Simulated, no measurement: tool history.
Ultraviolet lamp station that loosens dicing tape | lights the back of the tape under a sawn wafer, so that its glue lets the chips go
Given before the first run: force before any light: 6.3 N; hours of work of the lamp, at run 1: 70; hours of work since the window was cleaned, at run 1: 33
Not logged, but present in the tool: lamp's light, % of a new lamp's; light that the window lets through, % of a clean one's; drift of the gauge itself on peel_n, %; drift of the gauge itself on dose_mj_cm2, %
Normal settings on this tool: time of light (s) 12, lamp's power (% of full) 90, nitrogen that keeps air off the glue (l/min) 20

run   hour  time of light (s)  lamp's power (% of full)  nitrogen that keeps air off the glue (l/min)  hours of work of the lamp  hours of work since the window was cleaned  force that peels the tape off (N)  light that reached the tape (mJ/cm2)
  1      0                 12                        90                                            20                         70                                          33                              0.261                                   624
  2   11.6                 12                        90                                            20                         78                                          40                              0.272                                   615
  3     26                 12                        90                                            20                         87                                          49                              0.285                                   613
  4   43.6                 12                        90                                            20                         98                                          60                              0.272                                   608
  5   62.3                 12                        90                                            20                        110                                          72                               0.29                                   607
  6   78.2                 12                        67                                            20                        120                                          82                              0.508                                   447
  7   91.2                 12                        67                                            20                        128                                          90                              0.507                                   446
  8  110.5                 20                        90                                            20                        140                                         102                               0.15                                   989
  9    120                 20                        90                                            20                        146                                         108                              0.162                                   992

For run 10, what comes out?
 10  140.1                 12                        90                                             7                        159                                         121                                  ?                                     ?

force that peels the tape off (N): 0.687
light that reached the tape (mJ/cm2): 589
On a tool with no hidden condition, and with the same random variation, this run would have come out at force that peels the tape off (N) 0.582, light that reached the tape (mJ/cm2) 641.

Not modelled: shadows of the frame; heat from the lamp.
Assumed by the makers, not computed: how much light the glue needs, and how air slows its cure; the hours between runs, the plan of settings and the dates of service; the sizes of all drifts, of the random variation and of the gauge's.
